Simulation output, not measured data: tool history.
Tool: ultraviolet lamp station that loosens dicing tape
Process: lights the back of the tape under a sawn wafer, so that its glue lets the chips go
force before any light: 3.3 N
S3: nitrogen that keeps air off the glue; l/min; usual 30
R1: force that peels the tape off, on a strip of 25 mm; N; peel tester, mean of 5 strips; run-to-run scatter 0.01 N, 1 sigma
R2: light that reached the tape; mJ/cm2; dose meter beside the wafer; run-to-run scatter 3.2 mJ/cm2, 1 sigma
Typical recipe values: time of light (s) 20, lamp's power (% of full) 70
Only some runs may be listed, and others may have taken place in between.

Run 1, day 0: usual settings. Result: R1 0.632 N, R2 393 mJ/cm2.
Run 2, day 0.342: usual settings. Result: R1 0.629 N, R2 393 mJ/cm2.
Run 3, day 0.662: usual settings but lamp's power (% of full) 72. Result: R1 0.609 N, R2 403 mJ/cm2.
Run 4, day 1.05: usual settings. Result: R1 0.629 N, R2 391 mJ/cm2.
Run 5, day 1.471: usual settings. Result: R1 0.627 N, R2 391 mJ/cm2.
Run 6, day 1.904: usual settings. Result: R1 0.617 N, R2 387 mJ/cm2.
Run 7, day 2.392: usual settings. Result: R1 0.643 N, R2 383 mJ/cm2.
Run 8, day 2.667: usual settings but time of light (s) 13. Result: R1 1.105 N, R2 247 mJ/cm2.
Run 9, day 3.112: usual settings but time of light (s) 13. Result: R1 1.094 N, R2 245 mJ/cm2.
Run 10, day 3.342: usual settings but time of light (s) 13. Result: R1 1.074 N, R2 246 mJ/cm2.
Run 11, day 3.608: usual settings but time of light (s) 13. Result: R1 1.105 N, R2 248 mJ/cm2.
At day 4.017: window cleaned of glue's vapour.
Run 12, day 4.05: usual settings. Result: R1 0.708 N, R2 359 mJ/cm2.
Run 13, day 4.504: usual settings but time of light (s) 17. Result: R1 0.897 N, R2 306 mJ/cm2.
Run 14, day 4.758: usual settings but time of light (s) 23. Result: R1 0.612 N, R2 412 mJ/cm2.
Run 15, day 5.096: usual settings but time of light (s) 23. Result: R1 0.597 N, R2 409 mJ/cm2.
At day 5.446: window cleaned of glue's vapour, once more.
Run 16, day 5.571: usual settings. Result: R1 0.504 N, R2 448 mJ/cm2.
Run 17, day 5.979: usual settings. Result: R1 0.522 N, R2 446 mJ/cm2.
Run 18, day 6.462: usual settings. Result: R1 0.511 N, R2 442 mJ/cm2.
Run 19, day 6.738: usual settings but time of light (s) 21. Result: R1 0.474 N, R2 466 mJ/cm2.
Run 20, day 7.154: usual settings but S3 42 l/min. Result: R1 0.446 N, R2 441 mJ/cm2.
Run 21, day 7.504: usual settings but S3 15 l/min. Result: R1 0.729 N, R2 442 mJ/cm2.
Run 22, day 7.829: usual settings but time of light (s) 12, lamp's power (% of full) 69, S3 11 l/min. Result: R1 1.473 N, R2 261 mJ/cm2.
Run 23, day 8.108: usual settings but time of light (s) 12, lamp's power (% of full) 69, S3 11 l/min. Result: R1 1.483 N, R2 255 mJ/cm2.
Run 24, day 8.533: usual settings but lamp's power (% of full) 91, S3 52 l/min. Result: R1 0.29 N, R2 567 mJ/cm2.
Run 25, day 8.833: usual settings but lamp's power (% of full) 91, S3 52 l/min. Result: R1 0.296 N, R2 560 mJ/cm2.
Run 26, day 9.033: usual settings but S3 49 l/min. Result: R1 0.433 N, R2 433 mJ/cm2.
Run 27, day 9.254: usual settings but S3 49 l/min. Result: R1 0.449 N, R2 433 mJ/cm2.
Run 28, day 9.708: usual settings but time of light (s) 31, S3 49 l/min. Result: R1 0.241 N, R2 668 mJ/cm2.
Run 29, day 10.046: usual settings but time of light (s) 40, S3 17 l/min. Result: R1 0.255 N, R2 858 mJ/cm2.
Run 30, day 10.412: usual settings but time of light (s) 32, lamp's power (% of full) 99, S3 11 l/min. Result: R1 0.278 N, R2 960 mJ/cm2.
Run 31, day 10.783: usual settings but lamp's power (% of full) 84, S3 15 l/min. Result: R1 0.587 N, R2 514 mJ/cm2.
Run 32, day 11.208: usual settings but lamp's power (% of full) 84, S3 15 l/min. Result: R1 0.603 N, R2 498 mJ/cm2.
Run 33, day 11.554: usual settings but time of light (s) 26, lamp's power (% of full) 62. Result: R1 0.468 N, R2 480 mJ/cm2.
Run 34, day 11.771: usual settings but time of light (s) 26, lamp's power (% of full) 98, S3 35 l/min. Result: R1 0.231 N, R2 757 mJ/cm2.
Run 35, day 11.992: usual settings but time of light (s) 26, lamp's power (% of full) 66, S3 35 l/min. Result: R1 0.38 N, R2 513 mJ/cm2.
Run 36, day 12.35: usual settings but S3 49 l/min. Result: R1 0.476 N, R2 415 mJ/cm2.
Run 37, day 12.638: usual settings but S3 49 l/min. Result: R1 0.47 N, R2 417 mJ/cm2.
Run 38, day 13.033: usual settings but time of light (s) 29, lamp's power (% of full) 65, S3 29 l/min. Result: R1 0.378 N, R2 555 mJ/cm2.
Run 39, day 13.358: usual settings but time of light (s) 16, lamp's power (% of full) 81, S3 52 l/min. Result: R1 0.518 N, R2 383 mJ/cm2.

Consider 5 possible next runs. They are alternatives, not a sequence: every one starts from the tool as it was left by run 39. What does each give?
Run A, day 13.692: usual settings but time of light (s) 16, S3 11 l/min. Result: R1 ?, R2 ?.
Run B, day 13.692: usual settings but time of light (s) 24, lamp's power (% of full) 84, S3 14 l/min. Result: R1 ?, R2 ?.
Run C, day 13.692: usual settings but lamp's power (% of full) 75. Result: R1 ?, R2 ?.
Run D, day 13.692: usual settings but time of light (s) 16, S3 26 l/min. Result: R1 ?, R2 ?.
Run E, day 13.692: usual settings but time of light (s) 11, lamp's power (% of full) 89. Result: R1 ?, R2 ?.

run     R1   R2
  A  1.167  329
  B  0.506  585
  C  0.556  441
  D  0.845  322
  E  0.954  286
With the hidden condition removed and each run's random variation left untouched, the same runs would have given:
run     R1   R2
  A  0.963  395
  B  0.382  703
  C  0.423  530
  D  0.666  387
  E  0.762  344
